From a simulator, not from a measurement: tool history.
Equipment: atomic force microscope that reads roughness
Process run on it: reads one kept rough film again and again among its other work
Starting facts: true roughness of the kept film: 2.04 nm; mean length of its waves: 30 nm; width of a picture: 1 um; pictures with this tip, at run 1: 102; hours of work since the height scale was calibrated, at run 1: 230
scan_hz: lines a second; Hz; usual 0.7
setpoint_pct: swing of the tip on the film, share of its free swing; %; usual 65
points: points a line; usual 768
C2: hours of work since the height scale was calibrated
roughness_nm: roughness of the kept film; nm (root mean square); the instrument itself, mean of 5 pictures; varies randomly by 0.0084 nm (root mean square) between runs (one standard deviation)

{"run": 1, "hour": 0.0, "scan_hz": 0.7, "setpoint_pct": 65, "points": 768, "pictures with this tip": 102, "C2": 230, "roughness_nm": 1.814}
{"run": 2, "hour": 25.9, "scan_hz": 0.7, "setpoint_pct": 65, "points": 768, "pictures with this tip": 139, "C2": 242, "roughness_nm": 1.805}
{"run": 3, "hour": 40.3, "scan_hz": 0.7, "setpoint_pct": 65, "points": 768, "pictures with this tip": 159, "C2": 249, "roughness_nm": 1.781}
{"run": 4, "hour": 55.7, "scan_hz": 0.7, "setpoint_pct": 69, "points": 768, "pictures with this tip": 181, "C2": 256, "roughness_nm": 1.768}
{"run": 5, "hour": 72.3, "scan_hz": 0.7, "setpoint_pct": 69, "points": 768, "pictures with this tip": 204, "C2": 264, "roughness_nm": 1.74}
{"run": 6, "hour": 95.5, "scan_hz": 0.7, "setpoint_pct": 69, "points": 768, "pictures with this tip": 237, "C2": 275, "roughness_nm": 1.746}
{"run": 7, "hour": 113.7, "scan_hz": 0.7, "setpoint_pct": 69, "points": 768, "pictures with this tip": 262, "C2": 283, "roughness_nm": 1.731}
{"run": 8, "hour": 139.5, "scan_hz": 0.7, "setpoint_pct": 69, "points": 768, "pictures with this tip": 299, "C2": 295, "roughness_nm": 1.703}
{"hour": 147.5, "done": "new tip fitted"}
{"run": 9, "hour": 159.0, "scan_hz": 0.7, "setpoint_pct": 69, "points": 508, "pictures with this tip": 16, "C2": 304, "roughness_nm": 1.821}
{"run": 10, "hour": 179.2, "scan_hz": 2.881, "setpoint_pct": 77, "points": 343, "pictures with this tip": 45, "C2": 313, "roughness_nm": 1.495}
{"run": 11, "hour": 204.9, "scan_hz": 2.045, "setpoint_pct": 81, "points": 410, "pictures with this tip": 81, "C2": 325, "roughness_nm": 1.529}
{"run": 12, "hour": 236.8, "scan_hz": 2.045, "setpoint_pct": 81, "points": 410, "pictures with this tip": 126, "C2": 340, "roughness_nm": 1.508}
{"run": 13, "hour": 263.6, "scan_hz": 2.045, "setpoint_pct": 81, "points": 410, "pictures with this tip": 163, "C2": 353, "roughness_nm": 1.511}
{"run": 14, "hour": 283.0, "scan_hz": 2.045, "setpoint_pct": 81, "points": 410, "pictures with this tip": 191, "C2": 362, "roughness_nm": 1.503}
{"run": 15, "hour": 300.0, "scan_hz": 2.045, "setpoint_pct": 81, "points": 410, "pictures with this tip": 215, "C2": 369, "roughness_nm": 1.481}
{"run": 16, "hour": 317.1, "scan_hz": 2.045, "setpoint_pct": 81, "points": 410, "pictures with this tip": 239, "C2": 377, "roughness_nm": 1.476}
{"run": 17, "hour": 349.1, "scan_hz": 0.867, "setpoint_pct": 77, "points": 410, "pictures with this tip": 284, "C2": 392, "roughness_nm": 1.647}

Below are 5 alternative next runs, each starting from the tool's condition after run 17. Predict each:
{"hour": 368.0, "done": "new tip fitted"}
{"run": "A", "hour": 372.4, "scan_hz": 2.116, "setpoint_pct": 60, "points": 447, "pictures with this tip": 7, "C2": 403, "roughness_nm": "?"}
{"hour": 368.0, "done": "new tip fitted"}
{"run": "B", "hour": 372.4, "scan_hz": 3.833, "setpoint_pct": 77, "points": 727, "pictures with this tip": 7, "C2": 403, "roughness_nm": "?"}
{"hour": 368.0, "done": "new tip fitted"}
{"run": "C", "hour": 372.4, "scan_hz": 0.867, "setpoint_pct": 77, "points": 264, "pictures with this tip": 7, "C2": 403, "roughness_nm": "?"}
{"hour": 368.0, "done": "new tip fitted"}
{"run": "D", "hour": 372.4, "scan_hz": 1.462, "setpoint_pct": 77, "points": 410, "pictures with this tip": 7, "C2": 403, "roughness_nm": "?"}
{"hour": 368.0, "done": "new tip fitted"}
{"run": "E", "hour": 372.4, "scan_hz": 0.7, "setpoint_pct": 85, "points": 768, "pictures with this tip": 7, "C2": 403, "roughness_nm": "?"}

run=A roughness_nm=1.779
run=B roughness_nm=1.437
run=C roughness_nm=1.74
run=D roughness_nm=1.691
run=E roughness_nm=1.744
With no hidden state in the tool, these same runs would have given:
run=A roughness_nm=1.794
run=B roughness_nm=1.45
run=C roughness_nm=1.755
run=D roughness_nm=1.706
run=E roughness_nm=1.76
